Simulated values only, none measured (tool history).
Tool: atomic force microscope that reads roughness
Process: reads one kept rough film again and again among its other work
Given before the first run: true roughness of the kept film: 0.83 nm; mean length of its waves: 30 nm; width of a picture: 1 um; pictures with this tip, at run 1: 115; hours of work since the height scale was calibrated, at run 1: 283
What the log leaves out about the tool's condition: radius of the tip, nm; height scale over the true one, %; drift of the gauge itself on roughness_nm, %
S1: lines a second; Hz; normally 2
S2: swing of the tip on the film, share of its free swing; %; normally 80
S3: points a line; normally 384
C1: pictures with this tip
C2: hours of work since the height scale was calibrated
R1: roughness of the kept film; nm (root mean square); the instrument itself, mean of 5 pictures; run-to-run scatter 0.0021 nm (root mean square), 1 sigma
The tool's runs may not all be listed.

run,hour,S1,S2,S3,C1,C2,R1
1,0,2,80,384,115,283,0.752
2,16.4,2,80,384,134,290,0.748
3,26.5,2,80,384,146,294,0.75
4,42.3,1.07,80,384,164,301,0.77
5,54.2,2,80,423,178,306,0.748
6,62.6,2,89,384,187,309,0.724
7,78.6,2,90,384,206,316,0.716
8,92.3,2,90,384,221,322,0.717
9,100.2,2,90,384,230,325,0.717
10,114.9,2,80,384,247,331,0.743
11,128.8,2,84,384,263,337,0.73
12,145.3,2,84,384,282,344,0.727
13,154.4,2,84,384,293,348,0.727
14,169.7,2,84,384,310,354,0.724
# hour 171.6: height scale calibrated on a step standard
15,185,2,84,384,327,6,0.724
16,198.4,2,84,384,342,11,0.724
17,205.9,2,84,384,351,14,0.722
18,213.8,2,84,384,360,18,0.723
19,223.9,2.52,80,516,372,22,0.723
# hour 229.6: height scale calibrated on a step standard, once more
20,242.9,3.28,81,747,392,6,0.7
# hour 244.6: new tip fitted
21,259.4,3.28,81,747,17,12,0.734
22,273.2,3.28,81,747,33,18,0.732
23,286.5,0.84,61,448,48,24,0.795
24,297.4,1.26,80,511,60,28,0.773
25,306.9,2,55,331,71,32,0.787
26,319.3,3.06,55,721,85,37,0.785
27,327.1,1.44,63,721,94,41,0.787
28,340.8,0.53,57,629,110,46,0.796
29,349.7,0.66,70,276,120,50,0.773
30,358.4,2.92,90,384,130,54,0.692
31,369.8,2.92,65,448,143,58,0.768
32,378.9,2.92,65,448,154,62,0.763
33,386.6,0.65,80,958,163,66,0.782
34,394.9,2,80,539,172,69,0.749
35,409.1,2.73,76,705,189,75,0.742
36,426.5,1.05,81,538,209,82,0.765

The same runs without the tool's hidden state, with the same run-to-run variation:
run,R1
1,0.761
2,0.759
3,0.762
4,0.784
5,0.763
6,0.74
7,0.734
8,0.736
9,0.737
10,0.765
11,0.753
12,0.752
13,0.753
14,0.751
15,0.753
16,0.754
17,0.753
18,0.755
19,0.756
20,0.735
21,0.737
22,0.736
23,0.802
24,0.781
25,0.796
26,0.796
27,0.798
28,0.809
29,0.786
30,0.705
31,0.784
32,0.78
33,0.8
34,0.767
35,0.762
36,0.788
